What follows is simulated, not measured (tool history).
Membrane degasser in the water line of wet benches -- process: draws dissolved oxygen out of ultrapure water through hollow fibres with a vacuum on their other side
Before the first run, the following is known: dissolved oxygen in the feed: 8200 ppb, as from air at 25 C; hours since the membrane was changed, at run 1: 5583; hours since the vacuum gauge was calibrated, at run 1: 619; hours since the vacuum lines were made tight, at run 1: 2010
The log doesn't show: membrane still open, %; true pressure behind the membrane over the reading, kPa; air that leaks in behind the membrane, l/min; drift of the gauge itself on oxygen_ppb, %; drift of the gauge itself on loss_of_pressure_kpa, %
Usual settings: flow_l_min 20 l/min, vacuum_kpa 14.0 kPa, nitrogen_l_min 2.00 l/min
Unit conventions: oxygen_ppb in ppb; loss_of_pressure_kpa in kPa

run      day  flow_l_min  vacuum_kpa  nitrogen_l_min  hours since the membrane was changed  hours since the vacuum gauge was calibrated  hours since the vacuum lines were made tight  oxygen_ppb  loss_of_pressure_kpa
  1    0.000          20        14.0            2.00                                  5583                                          619                                          2010       250.6                 34.54
  2    5.933          20        14.0            2.00                                  5725                                          761                                          2152       252.6                 35.00
  3   10.321          20        14.0            2.00                                  5831                                          866                                          2258       252.7                 34.52
  4   15.042          20        14.0            2.00                                  5944                                          980                                          2371       254.3                 34.43
  5   20.250          20        14.0            2.00                                  6069                                         1105                                          2496       252.9                 34.69
  6   25.696          20        14.0            2.00                                  6200                                         1235                                          2627       252.4                 34.89
  7   32.358          20        14.0            2.00                                  6359                                         1395                                          2787       251.9                 34.66
  8   42.438          20        14.0            5.73                                  6601                                         1637                                          3029        95.5                 34.83
  9   48.312          20        33.3            2.00                                  6742                                         1778                                          3170       664.1                 34.83
 10   54.417          13        14.0            2.00                                  6889                                         1925                                          3316       169.4                 22.30
 11   62.621          20        14.0            2.00                                  7086                                         2122                                          3513       254.6                 34.93
 12   70.600          20        14.0            2.00                                  7277                                         2313                                          3704       254.9                 34.77
 13   76.342          20        14.0            2.00                                  7415                                         2451                                          3842       252.7                 34.76
 14   83.950          20        14.0            2.00                                  7598                                         2633                                          4025       254.0                 34.89
 15   88.271          20        29.4            2.00                                  7701                                         2737                                          4129       584.4                 34.85
 16   92.542          20        29.4            2.00                                  7804                                         2840                                          4231       587.9                 34.64
 17   98.938          20        29.4            2.00                                  7957                                         2993                                          4385       587.8                 34.82
 18  107.296          20        29.4            2.00                                  8158                                         3194                                          4585       585.8                 34.85
 19  114.217          23        29.4            2.00                                  8324                                         3360                                          4751       666.2                 40.22
 20  118.617          28        29.4            2.46                                  8430                                         3465                                          4857       670.4                 48.94
 21  124.588          28        29.4            2.46                                  8573                                         3609                                          5000       666.3                 49.04
 22  130.400          32        26.7            1.45                                  8713                                         3748                                          5140      1054.4                 55.80
     131.050  -- vacuum gauge calibrated
 23  140.529          32        26.7            1.45                                  8955                                          227                                          5382      1052.9                 55.68
 24  146.883          30        25.3            3.66                                  9108                                          380                                          5535       442.4                 52.90
 25  156.017          30        25.3            3.66                                  9327                                          599                                          5754       443.9                 52.54
 26  162.267          19        28.8            3.03                                  9477                                          749                                          5904       377.4                 33.19
 27  168.575          14        14.0            2.00                                  9628                                          901                                          6055       184.0                 24.32
 28  175.188          14        14.0            2.00                                  9787                                         1059                                          6214       183.9                 24.40
     180.962  -- vacuum gauge calibrated, once more
 29  180.962          14        14.0            2.00                                  9925                                            0                                          6352       181.4                 24.77
 30  185.329          26        14.0            2.00                                 10030                                          105                                          6457       331.8                 45.68
 31  190.546          26        14.0            2.00                                 10155                                          230                                          6582       332.0                 45.92
 32  197.046          19        13.6            1.10                                 10311                                          386                                          6738       396.2                 33.49

Entry by entry between the runs, the difference in hidden state between the last listed run before and the first listed run after:
From run 22 to run 23: vacuum gauge calibrated (day 131.050)
  true pressure behind the membrane over the reading, kPa: 0.11 -> 0.14; air that leaks in behind the membrane, l/min: 0.0071 -> 0.0073
  measured result minus the result with no hidden state, oxygen_ppb: +10.5 -> +12.0 ppb; loss_of_pressure_kpa: +1.39 -> +1.41 kPa
From run 28 to run 29: vacuum gauge calibrated, once more (day 180.962)
  true pressure behind the membrane over the reading, kPa: 0.16 -> 0.04; air that leaks in behind the membrane, l/min: 0.0082 -> 0.0083
  measured result minus the result with no hidden state, oxygen_ppb: +4.8 -> +2.8 ppb; loss_of_pressure_kpa: +0.69 -> +0.70 kPa
